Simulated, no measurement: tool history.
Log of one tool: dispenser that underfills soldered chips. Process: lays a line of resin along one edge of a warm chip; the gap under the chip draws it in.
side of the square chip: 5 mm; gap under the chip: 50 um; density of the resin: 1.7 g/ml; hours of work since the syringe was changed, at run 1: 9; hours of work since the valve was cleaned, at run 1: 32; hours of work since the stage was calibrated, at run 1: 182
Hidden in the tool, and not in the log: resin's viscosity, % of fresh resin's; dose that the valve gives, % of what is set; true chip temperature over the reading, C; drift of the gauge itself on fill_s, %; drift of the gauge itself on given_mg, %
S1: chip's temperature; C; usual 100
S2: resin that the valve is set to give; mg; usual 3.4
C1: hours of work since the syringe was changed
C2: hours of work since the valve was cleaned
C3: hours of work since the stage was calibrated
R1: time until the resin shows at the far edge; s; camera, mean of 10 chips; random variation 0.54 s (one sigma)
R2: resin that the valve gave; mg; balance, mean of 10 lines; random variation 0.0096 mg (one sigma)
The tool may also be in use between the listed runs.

| run | hour | S1 | S2 | C1 | C2 | C3 | R1 | R2 |
|---|---|---|---|---|---|---|---|---|
| 1 | 0 | 100 | 3.4 | 9 | 32 | 182 | 61.5 | 3.311 |
|  | 3.8 | new syringe of resin |
| 2 | 5.6 | 85 | 3.4 | 1 | 35 | 185 | 69.2 | 3.335 |
| 3 | 13.3 | 100 | 3.4 | 6 | 40 | 190 | 55.3 | 3.323 |
| 4 | 19.3 | 100 | 3.4 | 9 | 44 | 193 | 63.3 | 3.297 |
|  | 21.4 | new syringe of resin |
| 5 | 23.4 | 100 | 3.4 | 1 | 46 | 196 | 46.4 | 3.295 |
| 6 | 29.2 | 100 | 3.4 | 5 | 50 | 199 | 52.7 | 3.313 |
| 7 | 35.8 | 100 | 3.4 | 9 | 54 | 203 | 62.5 | 3.29 |
|  | 39.5 | new syringe of resin |
| 8 | 42.7 | 99 | 3.1 | 2 | 58 | 207 | 49.9 | 2.991 |
| 9 | 47.5 | 99 | 3.1 | 5 | 61 | 210 | 55 | 2.988 |
| 10 | 56 | 99 | 3.1 | 10 | 66 | 215 | 66.4 | 2.98 |
|  | 57.3 | new syringe of resin |
| 11 | 61.8 | 94 | 3.4 | 3 | 69 | 219 | 57.4 | 3.259 |
| 12 | 69.8 | 110 | 3.4 | 8 | 74 | 224 | 45.9 | 3.263 |

Forecast run 13:
|  | 75.5 | new syringe of resin |
|  | 77.4 | dispensing valve cleaned and set on the balance |
| 13 | 77.4 | 86 | 3.95 | 1 | 0 | 227 | ? | ? |

Run 13 gave R1 67.5 s, R2 3.955 mg.
Without the tool's hidden state the same run would have given R1 67 s, R2 3.946 mg.
